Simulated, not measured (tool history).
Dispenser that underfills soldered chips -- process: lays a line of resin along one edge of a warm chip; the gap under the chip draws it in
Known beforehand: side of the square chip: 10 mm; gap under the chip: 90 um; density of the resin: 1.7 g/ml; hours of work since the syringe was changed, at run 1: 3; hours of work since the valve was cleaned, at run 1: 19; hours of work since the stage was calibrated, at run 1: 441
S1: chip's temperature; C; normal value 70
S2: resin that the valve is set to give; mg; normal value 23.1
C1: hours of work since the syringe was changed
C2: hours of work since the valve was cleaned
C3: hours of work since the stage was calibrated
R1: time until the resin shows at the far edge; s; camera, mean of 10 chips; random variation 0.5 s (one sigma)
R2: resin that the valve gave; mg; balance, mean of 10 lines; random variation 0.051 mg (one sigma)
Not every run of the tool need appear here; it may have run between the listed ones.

| run | hour | S1 | S2 | C1 | C2 | C3 | R1 | R2 |
|---|---|---|---|---|---|---|---|---|
| 1 | 0.0 | 70 | 23.1 | 3 | 19 | 441 | 42.4 | 22.84 |
|  | 11.4 | new syringe of resin |
| 2 | 13.3 | 70 | 23.1 | 1 | 29 | 451 | 38.2 | 22.70 |
| 3 | 22.0 | 70 | 23.1 | 8 | 35 | 457 | 62.4 | 22.77 |
|  | 27.5 | new syringe of resin |
| 4 | 35.2 | 70 | 23.1 | 6 | 45 | 466 | 53.0 | 22.67 |
|  | 41.3 | dispensing valve cleaned and set on the balance |
|  | 44.5 | new syringe of resin |
| 5 | 52.5 | 70 | 23.1 | 6 | 8 | 478 | 52.4 | 22.99 |
|  | 59.8 | new syringe of resin |
| 6 | 65.9 | 70 | 23.1 | 4 | 18 | 488 | 48.8 | 22.97 |
| 7 | 74.0 | 70 | 23.1 | 10 | 23 | 493 | 74.9 | 22.85 |
|  | 75.6 | new syringe of resin |
| 8 | 86.5 | 70 | 23.1 | 8 | 32 | 502 | 62.3 | 22.76 |
|  | 91.4 | new syringe of resin |
| 9 | 102.9 | 70 | 21.7 | 8 | 44 | 514 | 63.7 | 21.28 |
|  | 107.9 | new syringe of resin |
|  | 108.9 | dispensing valve cleaned and set on the balance |
| 10 | 115.2 | 70 | 20.2 | 5 | 5 | 522 | 48.7 | 20.10 |
|  | 124.9 | new syringe of resin |
| 11 | 127.4 | 71 | 29.8 | 2 | 13 | 531 | 35.4 | 29.51 |
| 12 | 139.8 | 71 | 29.8 | 11 | 22 | 540 | 70.1 | 29.44 |
|  | 141.4 | new syringe of resin |
| 13 | 146.7 | 71 | 29.8 | 4 | 27 | 545 | 41.2 | 29.29 |
|  | 157.7 | new syringe of resin |
| 14 | 161.5 | 70 | 28.3 | 3 | 38 | 555 | 39.5 | 27.87 |
|  | 173.2 | new syringe of resin |
| 15 | 174.2 | 64 | 21.7 | 1 | 47 | 564 | 45.6 | 21.27 |
|  | 176.6 | dispensing valve cleaned and set on the balance |
| 16 | 182.6 | 82 | 28.0 | 6 | 4 | 570 | 32.4 | 27.80 |
|  | 189.6 | new syringe of resin |
| 17 | 192.8 | 82 | 28.0 | 2 | 12 | 577 | 25.0 | 27.73 |
|  | 205.1 | new syringe of resin |
| 18 | 206.4 | 62 | 27.9 | 1 | 21 | 587 | 48.9 | 27.48 |

Branching from run 18: 3 alternative next runs. What would each branch give?
|  | 220.5 | new syringe of resin |
| A | 223.0 | 60 | 23.9 | 2 | 33 | 599 | ? | ? |
|  | 220.5 | new syringe of resin |
| B | 223.0 | 66 | 24.8 | 2 | 33 | 599 | ? | ? |
|  | 220.5 | new syringe of resin |
| C | 223.0 | 83 | 23.3 | 2 | 33 | 599 | ? | ? |

| run | R1 | R2 |
|---|---|---|
| A | 55.7 | 23.49 |
| B | 44.0 | 24.35 |
| C | 23.2 | 22.86 |
Without the tool's hidden state the same runs would have given:
| run | R1 | R2 |
|---|---|---|
| A | 59.3 | 23.93 |
| B | 46.6 | 24.80 |
| C | 24.1 | 23.28 |

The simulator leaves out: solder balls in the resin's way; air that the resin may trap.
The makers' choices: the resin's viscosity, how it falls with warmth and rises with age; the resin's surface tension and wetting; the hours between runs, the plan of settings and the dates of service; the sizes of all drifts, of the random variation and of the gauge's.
